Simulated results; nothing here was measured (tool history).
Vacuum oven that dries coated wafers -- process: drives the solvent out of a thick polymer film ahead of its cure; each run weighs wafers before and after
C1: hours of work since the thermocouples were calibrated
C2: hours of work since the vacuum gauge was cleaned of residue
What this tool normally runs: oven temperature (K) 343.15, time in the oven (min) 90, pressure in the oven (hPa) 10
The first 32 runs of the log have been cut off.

run 33 hour=586.2 | oven_temperature_(K)=343.15 time_in_the_oven_(min)=98 pressure_in_the_oven_(hPa)=32.3 | C1=1175 C2=931 | solvent_left_in_the_film_(%)=3.34
run 34 hour=597.6 | oven_temperature_(K)=334.15 time_in_the_oven_(min)=78 pressure_in_the_oven_(hPa)=10 | C1=1183 C2=940 | solvent_left_in_the_film_(%)=6.04
run 35 hour=622.4 | oven_temperature_(K)=343.15 time_in_the_oven_(min)=95 pressure_in_the_oven_(hPa)=19.9 | C1=1201 C2=958 | solvent_left_in_the_film_(%)=2.76
run 36 hour=647.3 | oven_temperature_(K)=333.15 time_in_the_oven_(min)=116 pressure_in_the_oven_(hPa)=10 | C1=1220 C2=976 | solvent_left_in_the_film_(%)=4.38
run 37 hour=661.4 | oven_temperature_(K)=330.15 time_in_the_oven_(min)=152 pressure_in_the_oven_(hPa)=10 | C1=1230 C2=986 | solvent_left_in_the_film_(%)=4.25
run 38 hour=680.2 | oven_temperature_(K)=338.15 time_in_the_oven_(min)=62 pressure_in_the_oven_(hPa)=7.4 | C1=1244 C2=1000 | solvent_left_in_the_film_(%)=5.66
run 39 hour=701.4 | oven_temperature_(K)=337.15 time_in_the_oven_(min)=137 pressure_in_the_oven_(hPa)=13.8 | C1=1259 C2=1015 | solvent_left_in_the_film_(%)=2.8
run 40 hour=724.6 | oven_temperature_(K)=337.15 time_in_the_oven_(min)=137 pressure_in_the_oven_(hPa)=13.8 | C1=1276 C2=1032 | solvent_left_in_the_film_(%)=2.83
run 41 hour=736.9 | oven_temperature_(K)=337.15 time_in_the_oven_(min)=134 pressure_in_the_oven_(hPa)=13.8 | C1=1285 C2=1041 | solvent_left_in_the_film_(%)=2.86
run 42 hour=755.5 | oven_temperature_(K)=337.15 time_in_the_oven_(min)=134 pressure_in_the_oven_(hPa)=13.8 | C1=1298 C2=1055 | solvent_left_in_the_film_(%)=2.94
run 43 hour=772.8 | oven_temperature_(K)=337.15 time_in_the_oven_(min)=134 pressure_in_the_oven_(hPa)=13.8 | C1=1311 C2=1067 | solvent_left_in_the_film_(%)=2.85
run 44 hour=788.9 | oven_temperature_(K)=347.15 time_in_the_oven_(min)=158 pressure_in_the_oven_(hPa)=13.8 | C1=1323 C2=1079 | solvent_left_in_the_film_(%)=0.95
run 45 hour=804.5 | oven_temperature_(K)=346.15 time_in_the_oven_(min)=97 pressure_in_the_oven_(hPa)=35.9 | C1=1334 C2=1090 | solvent_left_in_the_film_(%)=2.83
run 46 hour=821.7 | oven_temperature_(K)=332.15 time_in_the_oven_(min)=97 pressure_in_the_oven_(hPa)=5.2 | C1=1347 C2=1103 | solvent_left_in_the_film_(%)=5.31
run 47 hour=835.2 | oven_temperature_(K)=332.15 time_in_the_oven_(min)=97 pressure_in_the_oven_(hPa)=5.2 | C1=1357 C2=1113 | solvent_left_in_the_film_(%)=5.25

What if the next run were any one of these 4? Each begins from the tool's condition after run 47:
run A hour=854.7 | oven_temperature_(K)=343.15 time_in_the_oven_(min)=90 pressure_in_the_oven_(hPa)=6.3 | C1=1371 C2=1127 | solvent_left_in_the_film_(%)=?
run B hour=854.7 | oven_temperature_(K)=339.15 time_in_the_oven_(min)=90 pressure_in_the_oven_(hPa)=10 | C1=1371 C2=1127 | solvent_left_in_the_film_(%)=?
run C hour=854.7 | oven_temperature_(K)=334.15 time_in_the_oven_(min)=155 pressure_in_the_oven_(hPa)=10 | C1=1371 C2=1127 | solvent_left_in_the_film_(%)=?
run D hour=854.7 | oven_temperature_(K)=344.15 time_in_the_oven_(min)=90 pressure_in_the_oven_(hPa)=26.4 | C1=1371 C2=1127 | solvent_left_in_the_film_(%)=?

run=A solvent_left_in_the_film_(%)=2.29
run=B solvent_left_in_the_film_(%)=3.52
run=C solvent_left_in_the_film_(%)=2.88
run=D solvent_left_in_the_film_(%)=3.11
With no hidden state in the tool, these same runs would have given:
run=A solvent_left_in_the_film_(%)=2.66
run=B solvent_left_in_the_film_(%)=4.01
run=C solvent_left_in_the_film_(%)=3.19
run=D solvent_left_in_the_film_(%)=3.51
